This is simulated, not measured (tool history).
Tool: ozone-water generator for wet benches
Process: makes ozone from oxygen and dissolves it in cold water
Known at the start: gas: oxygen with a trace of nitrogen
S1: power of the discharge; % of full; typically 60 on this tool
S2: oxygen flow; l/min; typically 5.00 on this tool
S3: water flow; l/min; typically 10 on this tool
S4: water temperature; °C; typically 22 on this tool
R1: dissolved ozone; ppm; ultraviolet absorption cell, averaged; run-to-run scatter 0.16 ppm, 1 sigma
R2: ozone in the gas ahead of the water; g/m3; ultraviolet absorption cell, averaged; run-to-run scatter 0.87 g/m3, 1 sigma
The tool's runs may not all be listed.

run 1 day=0.000 | S1=60 S2=5.00 S3=10 S4=22 | R1=20.8 R2=141.6
run 2 day=0.988 | S1=60 S2=5.00 S3=10 S4=22 | R1=20.7 R2=143.3
run 3 day=2.233 | S1=69 S2=5.00 S3=10 S4=22 | R1=23.3 R2=161.5
run 4 day=3.362 | S1=69 S2=5.00 S3=10 S4=22 | R1=23.0 R2=163.7
run 5 day=4.271 | S1=69 S2=5.00 S3=10 S4=22 | R1=23.1 R2=161.9
run 6 day=5.400 | S1=69 S2=5.00 S3=10 S4=22 | R1=22.8 R2=161.5
run 7 day=6.850 | S1=60 S2=5.00 S3=10 S4=22 | R1=20.6 R2=142.9
run 8 day=7.583 | S1=60 S2=5.31 S3=10 S4=22 | R1=20.1 R2=139.6
run 9 day=8.679 | S1=60 S2=5.00 S3=7 S4=22 | R1=24.6 R2=141.5
run 10 day=9.317 | S1=75 S2=5.00 S3=7 S4=22 | R1=29.1 R2=172.5
run 11 day=10.496 | S1=75 S2=5.00 S3=7 S4=17 | R1=32.4 R2=173.2
run 12 day=11.142 | S1=75 S2=5.00 S3=7 S4=17 | R1=32.6 R2=172.5
run 13 day=12.358 | S1=60 S2=5.00 S3=8 S4=22 | R1=23.0 R2=142.9
run 14 day=13.696 | S1=60 S2=5.00 S3=8 S4=22 | R1=23.1 R2=143.0
run 15 day=15.021 | S1=60 S2=5.00 S3=8 S4=22 | R1=22.7 R2=144.8
run 16 day=16.108 | S1=60 S2=5.00 S3=8 S4=22 | R1=22.7 R2=145.2

Expected results for the next run?
run 17 day=17.092 | S1=60 S2=5.00 S3=7 S4=22 | R1=? R2=?

Run 17 measured R1 24.0 ppm, R2 142.9 g/m3.
If the tool had no hidden condition, the same run with the same run-to-run variation would have returned R1 24.1 ppm, R2 142.9 g/m3.
